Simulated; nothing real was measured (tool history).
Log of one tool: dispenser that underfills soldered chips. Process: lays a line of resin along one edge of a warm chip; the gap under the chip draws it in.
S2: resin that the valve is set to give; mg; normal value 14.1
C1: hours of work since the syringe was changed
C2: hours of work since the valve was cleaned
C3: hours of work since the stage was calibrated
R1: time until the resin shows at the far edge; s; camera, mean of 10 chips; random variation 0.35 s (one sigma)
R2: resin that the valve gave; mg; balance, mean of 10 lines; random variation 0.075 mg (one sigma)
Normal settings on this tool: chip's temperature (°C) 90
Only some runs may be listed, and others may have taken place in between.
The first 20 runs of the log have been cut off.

run 21 hour=78.1 | chip's_temperature_(°C)=86 S2=17.4 | C1=5 C2=99 C3=201 | R1=29 R2=16.2
-- hour=82.2 new syringe of resin
run 22 hour=83.4 | chip's_temperature_(°C)=86 S2=17.4 | C1=1 C2=103 C3=205 | R1=21.2 R2=16.07
run 23 hour=86.6 | chip's_temperature_(°C)=86 S2=17.4 | C1=4 C2=105 C3=207 | R1=27.6 R2=16.13
run 24 hour=90.5 | chip's_temperature_(°C)=86 S2=17.4 | C1=7 C2=108 C3=210 | R1=35.3 R2=15.98
-- hour=91.9 new syringe of resin
run 25 hour=95.2 | chip's_temperature_(°C)=90 S2=14.3 | C1=3 C2=112 C3=214 | R1=22.9 R2=13.15
run 26 hour=98.8 | chip's_temperature_(°C)=90 S2=14.3 | C1=5 C2=115 C3=217 | R1=29.6 R2=13.12
-- hour=101.9 new syringe of resin
run 27 hour=104.4 | chip's_temperature_(°C)=90 S2=14.3 | C1=2 C2=119 C3=221 | R1=22 R2=12.9
run 28 hour=107.5 | chip's_temperature_(°C)=85 S2=12.6 | C1=5 C2=121 C3=223 | R1=32.9 R2=11.44
-- hour=111.5 new syringe of resin
run 29 hour=113.1 | chip's_temperature_(°C)=85 S2=12.6 | C1=1 C2=126 C3=228 | R1=25.4 R2=11.45
run 30 hour=115.6 | chip's_temperature_(°C)=77 S2=13.3 | C1=3 C2=128 C3=230 | R1=36.5 R2=12.25
run 31 hour=120.1 | chip's_temperature_(°C)=77 S2=13.9 | C1=7 C2=131 C3=233 | R1=50.5 R2=12.54
-- hour=121.2 new syringe of resin
run 32 hour=122.9 | chip's_temperature_(°C)=80 S2=17.3 | C1=1 C2=133 C3=235 | R1=26 R2=15.73
run 33 hour=125.4 | chip's_temperature_(°C)=80 S2=17.3 | C1=3 C2=135 C3=237 | R1=31.2 R2=15.54
run 34 hour=129.8 | chip's_temperature_(°C)=99 S2=15.5 | C1=7 C2=139 C3=241 | R1=25.3 R2=13.89
-- hour=131.1 new syringe of resin
run 35 hour=132.3 | chip's_temperature_(°C)=79 S2=13.1 | C1=1 C2=141 C3=243 | R1=28.2 R2=11.77

Forecast each of these 4 alternatives for the next run:
-- hour=135.3 dispensing valve cleaned and set on the balance
run A hour=135.8 | chip's_temperature_(°C)=91 S2=13.9 | C1=3 C2=0 C3=244 | R1=? R2=?
-- hour=135.3 dispensing valve cleaned and set on the balance
run B hour=135.8 | chip's_temperature_(°C)=75 S2=15 | C1=3 C2=0 C3=244 | R1=? R2=?
-- hour=135.3 dispensing valve cleaned and set on the balance
run C hour=135.8 | chip's_temperature_(°C)=76 S2=13.1 | C1=3 C2=0 C3=244 | R1=? R2=?
-- hour=135.3 dispensing valve cleaned and set on the balance
run D hour=135.8 | chip's_temperature_(°C)=76 S2=13.1 | C1=3 C2=0 C3=244 | R1=? R2=?

run=A R1=22.6 R2=13.92
run=B R1=35.1 R2=14.88
run=C R1=34.6 R2=13.09
run=D R1=35.4 R2=13.02
Take away the tool's hidden state, keep each run's random variation, and the runs would have read:
run=A R1=17.8 R2=13.96
run=B R1=27.7 R2=14.92
run=C R1=27.3 R2=13.13
run=D R1=27.9 R2=13.06
